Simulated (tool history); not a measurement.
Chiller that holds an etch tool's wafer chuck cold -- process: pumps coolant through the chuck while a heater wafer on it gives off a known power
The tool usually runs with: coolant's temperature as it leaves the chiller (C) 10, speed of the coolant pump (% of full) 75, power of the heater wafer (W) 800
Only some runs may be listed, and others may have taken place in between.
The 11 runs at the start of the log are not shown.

run    hour  coolant's temperature as it leaves the chiller (C)  speed of the coolant pump (% of full)  power of the heater wafer (W)  hours since the coolant was changed and the channels were flushed  hours since the pump was overhauled  hours since the chiller's thermometer was calibrated  chuck's temperature once it has settled (C)  how much warmer the coolant comes back (C)
 12   788.3                                                  10                                     75                            800                                                               2108                                 2885                                                  2004                                         18.0                                        3.96
 13   831.4                                                  10                                     75                            800                                                               2151                                 2929                                                  2047                                         18.0                                        3.96
 14   909.6                                                  10                                     73                            800                                                               2229                                 3007                                                  2125                                         18.1                                        4.07
 15  1010.7                                                  10                                     73                            800                                                               2330                                 3108                                                  2226                                         18.4                                        4.07
 16  1102.5                                                  10                                     75                            640                                                               2422                                 3200                                                  2318                                         16.5                                        3.18
 17  1189.6                                                   2                                     75                            873                                                               2509                                 3287                                                  2405                                         11.0                                        4.41
 18  1257.3                                                   2                                     75                            873                                                               2577                                 3354                                                  2473                                         11.0                                        4.37
 19  1360.5                                                   6                                     69                            930                                                               2680                                 3458                                                  2576                                         16.2                                        5.01
 20  1456.7                                                   7                                     86                           1010                                                               2776                                 3554                                                  2672                                         16.5                                        4.47
 21  1519.2                                                  17                                     66                            733                                                               2838                                 3616                                                  2734                                         25.3                                        4.21
 22  1610.8                                                  17                                     71                            733                                                               2930                                 3708                                                  2826                                         25.0                                        3.87
 23  1673.1                                                  14                                     89                            486                                                               2992                                 3770                                                  2888                                         18.5                                        2.07
 24  1761.2                                                   6                                     89                            800                                                               3081                                 3858                                                  2976                                         13.6                                        3.42
     1788.6  -- chiller's thermometer calibrated
 25  1828.6                                                   2                                     65                           1152                                                               3147                                 3925                                                    40                                         15.5                                        6.66
 26  1894.7                                                   2                                     65                           1152                                                               3213                                 3991                                                   106                                         15.8                                        6.76
 27  1948.5                                                   7                                     72                            409                                                               3267                                 4045                                                   160                                         11.3                                        2.14
 28  2019.0                                                  12                                     85                            841                                                               3337                                 4115                                                   230                                         20.4                                        3.80
 29  2120.4                                                  15                                     78                            675                                                               3439                                 4217                                                   332                                         22.0                                        3.35
 30  2171.5                                                  15                                     78                            675                                                               3490                                 4268                                                   383                                         22.2                                        3.37
 31  2268.1                                                   3                                     78                            719                                                               3586                                 4364                                                   480                                         10.7                                        3.55

Below are 4 alternative next runs, each starting from the tool's condition after run 31. Predict each:
  A  2320.9                                                  13                                     89                            579                                                               3639                                 4417                                                   532                                            ?                                           ?
  B  2320.9                                                  14                                     63                           1115                                                               3639                                 4417                                                   532                                            ?                                           ?
  C  2320.9                                                   5                                     71                            719                                                               3639                                 4417                                                   532                                            ?                                           ?
  D  2320.9                                                   3                                     89                            563                                                               3639                                 4417                                                   532                                            ?                                           ?

run  chuck's temperature once it has settled (C)  how much warmer the coolant comes back (C)
  A                                         18.6                                        2.57
  B                                         27.8                                        6.78
  C                                         13.0                                        3.93
  D                                          8.2                                        2.50
Had the tool no hidden state, the same runs would have come out as:
run  chuck's temperature once it has settled (C)  how much warmer the coolant comes back (C)
  A                                         17.7                                        2.23
  B                                         25.4                                        5.86
  C                                         11.7                                        3.40
  D                                          7.3                                        2.16
